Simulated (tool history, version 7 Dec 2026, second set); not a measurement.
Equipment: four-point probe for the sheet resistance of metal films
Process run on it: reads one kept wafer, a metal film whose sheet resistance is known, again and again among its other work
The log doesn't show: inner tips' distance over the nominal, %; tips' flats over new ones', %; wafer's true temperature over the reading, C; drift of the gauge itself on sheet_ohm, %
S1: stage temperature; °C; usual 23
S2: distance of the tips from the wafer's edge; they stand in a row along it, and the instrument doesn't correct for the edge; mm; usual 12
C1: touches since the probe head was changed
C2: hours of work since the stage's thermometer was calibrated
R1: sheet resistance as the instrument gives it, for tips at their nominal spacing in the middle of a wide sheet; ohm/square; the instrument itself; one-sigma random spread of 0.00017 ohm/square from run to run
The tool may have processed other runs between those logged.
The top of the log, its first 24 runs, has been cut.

| run | hour | S1 | S2 | C1 | C2 | R1 |
|---|---|---|---|---|---|---|
| 25 | 1146.4 | 27 | 42 | 42202 | 1538 | 0.821657 |
| 26 | 1181.8 | 20 | 33 | 43015 | 1557 | 0.820384 |
| 27 | 1231.9 | 20 | 33 | 44165 | 1584 | 0.820204 |
| 28 | 1279.6 | 24 | 7 | 45262 | 1610 | 0.834811 |
| 29 | 1331.1 | 24 | 7 | 46444 | 1638 | 0.834694 |
| 30 | 1388.4 | 20 | 9 | 47758 | 1669 | 0.828368 |
| 31 | 1433.0 | 20 | 9 | 48783 | 1693 | 0.828633 |
| 32 | 1467.5 | 20 | 9 | 49576 | 1712 | 0.827997 |
| 33 | 1540.0 | 20 | 9 | 51239 | 1751 | 0.828401 |
| 34 | 1605.5 | 20 | 14 | 52743 | 1786 | 0.823047 |
| 35 | 1635.9 | 20 | 14 | 53441 | 1802 | 0.823226 |
| 36 | 1692.4 | 34 | 50 | 54737 | 1833 | 0.822656 |
| 37 | 1766.7 | 31 | 21 | 56443 | 1873 | 0.823414 |
| 38 | 1831.3 | 28 | 17 | 57926 | 1908 | 0.823734 |
| 39 | 1902.7 | 24 | 12 | 59565 | 1946 | 0.825569 |
| 40 | 1970.7 | 18 | 29 | 61127 | 1983 | 0.819691 |
| 41 | 2026.8 | 18 | 29 | 62416 | 2013 | 0.819810 |

Branching from run 41: 4 alternative next runs. What would each branch give?
| A | 2096.1 | 24 | 69 | 64005 | 2051 | ? |
| B | 2096.1 | 18 | 7 | 64005 | 2051 | ? |
| C | 2096.1 | 33 | 4 | 64005 | 2051 | ? |
| D | 2096.1 | 33 | 12 | 64005 | 2051 | ? |

| run | R1 |
|---|---|
| A | 0.820897 |
| B | 0.833460 |
| C | 0.864239 |
| D | 0.827315 |
Stripped of hidden state, with their random variation kept, the same runs would have yielded:
| run | R1 |
|---|---|
| A | 0.820870 |
| B | 0.833432 |
| C | 0.864210 |
| D | 0.827288 |
